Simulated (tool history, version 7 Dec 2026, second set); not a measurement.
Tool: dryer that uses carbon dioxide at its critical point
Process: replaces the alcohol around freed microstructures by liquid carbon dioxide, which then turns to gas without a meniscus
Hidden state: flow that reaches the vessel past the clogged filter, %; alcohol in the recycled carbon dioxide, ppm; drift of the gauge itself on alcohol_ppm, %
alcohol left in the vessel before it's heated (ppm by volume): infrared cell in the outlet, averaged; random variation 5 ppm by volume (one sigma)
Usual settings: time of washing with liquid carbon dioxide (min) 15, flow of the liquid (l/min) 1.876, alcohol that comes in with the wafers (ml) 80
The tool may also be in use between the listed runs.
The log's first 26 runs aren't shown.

run	hour	time of washing with liquid carbon dioxide (min)	flow of the liquid (l/min)	alcohol that comes in with the wafers (ml)	hours of work since the filter was changed	hours of work since the purifier's bed was changed	alcohol left in the vessel before it's heated (ppm by volume)
27	426.4	11	2.650	66	120	322	81
28	443.6	11	2.860	24	126	327	57
29	454.7	15	2.360	20	130	331	61
30	467.1	11	1.470	30	134	335	277
31	477.8	11	1.470	30	137	339	271
32	496.2	15	2.290	38	144	345	72
33	515.0	15	2.290	38	150	352	59
34	537.1	19	1.960	73	157	359	68
# hour 546.8: inlet filter changed
35	550.9	19	1.960	73	1	363	69

5 ways to go on from here, each from the tool as it stands after run 35. What would each give?
A	561.1	12	1.360	54	5	367	?
B	561.1	11	2.280	41	5	367	?
C	561.1	11	1.876	82	5	367	?
D	561.1	15	1.876	34	5	367	?
E	561.1	13	1.960	73	5	367	?

run	alcohol left in the vessel before it's heated (ppm by volume)
A	372
B	87
C	220
D	78
E	105
Without the tool's hidden state the same runs would have given:
run	alcohol left in the vessel before it's heated (ppm by volume)
A	308
B	30
C	161
D	21
E	45
